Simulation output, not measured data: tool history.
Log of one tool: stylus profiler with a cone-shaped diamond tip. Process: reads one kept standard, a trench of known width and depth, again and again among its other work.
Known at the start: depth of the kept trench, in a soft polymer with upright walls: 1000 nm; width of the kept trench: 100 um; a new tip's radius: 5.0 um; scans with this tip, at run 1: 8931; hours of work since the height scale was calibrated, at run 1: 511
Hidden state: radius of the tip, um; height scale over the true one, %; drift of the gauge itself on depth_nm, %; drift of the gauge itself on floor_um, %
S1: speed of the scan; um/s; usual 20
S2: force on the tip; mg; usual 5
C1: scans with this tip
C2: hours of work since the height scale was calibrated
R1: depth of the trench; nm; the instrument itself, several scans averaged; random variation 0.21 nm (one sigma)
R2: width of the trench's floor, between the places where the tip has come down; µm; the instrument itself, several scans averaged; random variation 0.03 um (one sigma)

run   hour  S1    S2     C1   C2       R1     R2
  1      0  20     5   8931  511  1021.54  91.64
  2   32.7  20     5   9050  530  1021.93  91.54
  3     61  20  1.91   9153  546   1010.7  91.51
  4   98.7  20  1.91   9289  567   1010.7  91.47
  5    150  20  1.91   9476  597  1010.13  91.45
  6  196.8  20  1.91   9646  623  1010.39  91.41
  7  226.8  20  1.91   9755  641  1010.48  91.41
  8  288.8  16  5.04   9980  676   1020.9  91.34
  9  328.7   5  3.74  10125  699  1017.27  91.34
 10  387.6  28     5  10339  732  1020.93  91.31
 11  419.9  10   2.8  10456  751  1013.53  91.24
 12  467.4  10   2.8  10629  778  1013.22  91.18
 13  510.9   6  2.86  10787  803  1013.47  91.22
 14  560.8  13  2.84  10968  831  1013.13  91.09

The same runs without the tool's hidden state, with the same run-to-run variation:
run       R1     R2
  1  1023.08  94.01
  2  1023.53  93.94
  3  1012.34  93.93
  4  1012.41  93.92
  5  1011.94  93.94
  6  1012.28  93.94
  7  1012.43  93.97
  8     1023  93.94
  9  1019.44  93.97
 10  1023.24  93.99
 11  1015.87  93.94
 12  1015.66  93.92
 13  1015.99     94
 14  1015.75  93.91
